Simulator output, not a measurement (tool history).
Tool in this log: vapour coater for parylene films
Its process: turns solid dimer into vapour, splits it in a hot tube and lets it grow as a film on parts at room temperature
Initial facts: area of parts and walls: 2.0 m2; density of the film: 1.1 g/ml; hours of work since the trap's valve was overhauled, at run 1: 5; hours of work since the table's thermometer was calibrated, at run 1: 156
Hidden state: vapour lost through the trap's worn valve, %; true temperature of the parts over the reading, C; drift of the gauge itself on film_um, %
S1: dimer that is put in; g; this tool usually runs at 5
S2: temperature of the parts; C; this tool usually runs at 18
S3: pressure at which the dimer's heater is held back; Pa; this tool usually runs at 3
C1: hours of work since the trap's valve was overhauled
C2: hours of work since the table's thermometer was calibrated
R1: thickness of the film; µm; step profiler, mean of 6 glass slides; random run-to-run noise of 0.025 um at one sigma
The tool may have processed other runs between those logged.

Run 1, hour 0: usual settings; C1 5; C2 156. Result: R1 1.75 µm.
Run 2, hour 37.1: usual settings; C1 33; C2 184. Result: R1 1.74 µm.
Run 3, hour 66.6: usual settings; C1 55; C2 206. Result: R1 1.7 µm.
Run 4, hour 95.2: usual settings; C1 77; C2 228. Result: R1 1.75 µm.
Run 5, hour 135.2: usual settings but S3 3.53 Pa; C1 107; C2 258. Result: R1 1.66 µm.
Run 6, hour 169.3: usual settings but S3 3.53 Pa; C1 132; C2 283. Result: R1 1.66 µm.
Run 7, hour 188.8: usual settings but S1 2 g, S2 23 C; C1 147; C2 298. Result: R1 0.58 µm.
Run 8, hour 209.3: usual settings but S1 7 g, S2 10 C, S3 7.11 Pa; C1 163; C2 314. Result: R1 2.81 µm.
Run 9, hour 233.7: usual settings but S1 3 g, S3 9.63 Pa; C1 181; C2 332. Result: R1 0.9 µm.
Run 10, hour 272.3: usual settings but S1 3 g, S3 9.63 Pa; C1 210; C2 361. Result: R1 0.88 µm.

Below are 5 alternative next runs, each starting from the tool's condition after run 10. Predict each:
Run A, hour 296.7: usual settings but S1 4 g, S3 9.63 Pa; C1 228; C2 379. Result: R1 ?.
Run B, hour 296.7: usual settings but S1 3 g, S2 12 C, S3 9.63 Pa; C1 228; C2 379. Result: R1 ?.
Run C, hour 296.7: usual settings but S2 14 C, S3 2.01 Pa; C1 228; C2 379. Result: R1 ?.
Run D, hour 296.7: usual settings but S1 3 g, S2 17 C, S3 9.63 Pa; C1 228; C2 379. Result: R1 ?.
Run E, hour 296.7: usual settings but S1 3 g, S2 15 C; C1 228; C2 379. Result: R1 ?.

run    R1
  A  1.15
  B  1.05
  C     2
  D  0.91
  E   1.1
With the hidden condition removed and each run's random variation left untouched, the same runs would have given:
run    R1
  A  1.22
  B  1.12
  C  2.13
  D  0.96
  E  1.17
